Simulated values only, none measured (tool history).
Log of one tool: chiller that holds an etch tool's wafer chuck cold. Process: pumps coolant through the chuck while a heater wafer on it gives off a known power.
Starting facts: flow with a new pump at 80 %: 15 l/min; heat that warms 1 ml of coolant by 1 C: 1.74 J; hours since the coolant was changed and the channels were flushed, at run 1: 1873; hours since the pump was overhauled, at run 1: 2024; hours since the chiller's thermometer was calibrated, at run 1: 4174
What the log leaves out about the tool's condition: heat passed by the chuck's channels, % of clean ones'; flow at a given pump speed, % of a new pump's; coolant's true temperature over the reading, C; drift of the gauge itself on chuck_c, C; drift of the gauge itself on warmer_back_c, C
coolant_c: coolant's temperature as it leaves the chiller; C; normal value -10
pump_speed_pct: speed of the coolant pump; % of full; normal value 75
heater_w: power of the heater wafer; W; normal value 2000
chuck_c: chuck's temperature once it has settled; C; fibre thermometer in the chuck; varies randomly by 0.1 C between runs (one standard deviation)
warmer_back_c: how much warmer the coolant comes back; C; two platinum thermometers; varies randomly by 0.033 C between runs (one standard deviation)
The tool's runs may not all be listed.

run,hour,coolant_c,pump_speed_pct,heater_w,hours since the coolant was changed and the channels were flushed,hours since the pump was overhauled,hours since the chiller's thermometer was calibrated,chuck_c,warmer_back_c
1,0.0,-10,75,2000,1873,2024,4174,7.9,4.93
2,30.2,-10,75,2000,1904,2054,4204,7.8,4.89
3,67.4,-10,75,1244,1941,2091,4241,1.3,3.00
4,116.6,-9,75,2000,1990,2140,4290,8.9,4.89
5,176.3,-9,75,2000,2050,2200,4350,9.2,4.91
6,222.2,-12,75,2000,2096,2246,4396,6.0,4.89
7,260.2,-10,75,1979,2134,2284,4434,7.8,4.85
8,312.6,-10,75,2000,2186,2336,4486,8.1,4.81
9,352.6,-3,75,2000,2226,2376,4526,15.2,4.88
10,382.0,-3,75,2000,2255,2406,4556,15.0,4.84
11,411.1,-10,62,2000,2285,2435,4585,11.4,5.87
12,453.0,-10,62,2000,2326,2477,4627,11.4,5.88
13,494.6,-10,62,2000,2368,2518,4669,11.5,5.89
14,541.7,-10,62,2000,2415,2565,4716,11.3,5.87
15,572.8,-10,62,2000,2446,2596,4747,11.4,5.86
16,609.0,-10,63,2000,2482,2633,4783,11.3,5.85
17,673.4,-10,63,2000,2547,2697,4847,11.2,5.75
18,717.0,-17,68,1903,2590,2741,4891,1.7,5.09
19,766.7,-14,83,2548,2640,2790,4941,6.9,5.53
20,828.8,-12,75,1064,2702,2852,5003,-2.3,2.46
21,879.5,-14,78,1916,2753,2903,5053,2.5,4.38
22,942.5,-14,78,1923,2816,2966,5116,2.8,4.45
23,985.9,-6,97,1501,2859,3010,5160,4.6,2.66
# hour 1039.6: chiller's thermometer calibrated
24,1051.5,-14,75,2014,2924,3074,12,4.2,4.74
25,1103.4,-10,70,1789,2976,3126,64,7.1,4.50
26,1166.6,-3,75,1346,3039,3189,127,9.2,3.09
27,1201.2,-3,94,1346,3074,3224,162,6.7,2.37
28,1251.1,-14,62,1420,3124,3274,212,1.2,4.07
29,1289.8,-3,83,1223,3162,3312,250,7.0,2.47
30,1340.9,-16,90,1091,3213,3364,301,-7.7,1.96

Predict each of these 3 candidate next runs independently; none follows another, all start after run 30:
A,1374.0,-6,63,1374,3246,3397,334,?,?
B,1374.0,-10,82,2000,3246,3397,334,?,?
C,1374.0,-16,90,2265,3246,3397,334,?,?

run,chuck_c,warmer_back_c
A,8.6,3.76
B,6.4,4.27
C,1.3,4.39
With no hidden state in the tool, these same runs would have given:
run,chuck_c,warmer_back_c
A,8.6,3.98
B,6.4,4.50
C,1.3,4.62

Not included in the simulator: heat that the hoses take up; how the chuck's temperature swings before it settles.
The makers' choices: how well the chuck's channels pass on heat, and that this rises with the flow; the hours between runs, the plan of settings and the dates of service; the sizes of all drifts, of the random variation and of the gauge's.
